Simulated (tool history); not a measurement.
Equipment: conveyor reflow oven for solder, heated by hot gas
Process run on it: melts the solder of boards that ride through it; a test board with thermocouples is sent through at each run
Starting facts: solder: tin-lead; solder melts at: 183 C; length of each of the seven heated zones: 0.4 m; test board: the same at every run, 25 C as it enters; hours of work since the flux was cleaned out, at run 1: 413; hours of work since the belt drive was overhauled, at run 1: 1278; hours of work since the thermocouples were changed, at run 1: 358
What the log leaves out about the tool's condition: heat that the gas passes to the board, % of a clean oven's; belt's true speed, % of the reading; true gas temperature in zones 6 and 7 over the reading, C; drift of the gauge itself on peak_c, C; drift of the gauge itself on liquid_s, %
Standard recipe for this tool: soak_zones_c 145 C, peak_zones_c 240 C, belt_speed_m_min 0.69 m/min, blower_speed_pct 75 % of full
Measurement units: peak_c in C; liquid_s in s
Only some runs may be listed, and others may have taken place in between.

run   hour  soak_zones_c  peak_zones_c  belt_speed_m_min  blower_speed_pct  hours of work since the flux was cleaned out  hours of work since the belt drive was overhauled  hours of work since the thermocouples were changed  peak_c  liquid_s
  1      0           145           240              0.69                75                                           413                                               1278                                                 358   224.4      58.9
  2     69           145           240              0.69                75                                           446                                               1310                                                 390   224.1      59.1
      89.7  -- flux residue cleaned out of gas plates and filters
  3    115           145           240              0.69                75                                            12                                               1330                                                 409   224.4      58.3
  4  166.4           145           240              0.69                75                                            36                                               1354                                                 433   224.1      59.3
  5  225.5           145           240              0.69                75                                            64                                               1381                                                 461   223.8      58.4
  6  290.3           145           240             0.559                75                                            94                                               1412                                                 491   229.8      76.5
  7  328.6           145           240             0.559                75                                           112                                               1429                                                 509   229.4      76.9
     372.7  -- belt drive overhauled, speed set with a stopwatch
  8    374           145           240             0.559                75                                           131                                                  1                                                 528   229.3      76.6
  9  439.2           145           240             0.559                75                                           162                                                 31                                                 559   229.8      77.7
 10  483.6           136           240             0.552                75                                           182                                                 52                                                 580   229.1        74
 11  563.6           145           240             0.598                67                                           220                                                 89                                                 617   226.8      70.3
 12  609.2           145           240             0.598                67                                           241                                                111                                                 639   226.8      69.9
 13  687.7           145           240             0.598                67                                           278                                                147                                                 675     227      70.4
 14    757           134           233             0.569                53                                           310                                                180                                                 708   218.4      62.6
 15  823.5           134           233             0.569                53                                           341                                                211                                                 739     218      62.4
 16  883.7           134           233             0.569                76                                           370                                                239                                                 767   221.7        66
     894.3  -- thermocouples of zones 6 and 7 changed
 17  940.2           140           240              0.69                53                                           395                                                265                                                  21   218.7      52.8

Predict the results of run 18:
 18  991.4           139           240              0.57                53                                           419                                                289                                                  45       ?         ?

{"run 18": {"peak_c": 224.5, "liquid_s": 69.3}}
Had the tool carried no hidden state, the very same run would have given peak_c 224.6 C, liquid_s 69.4 s.
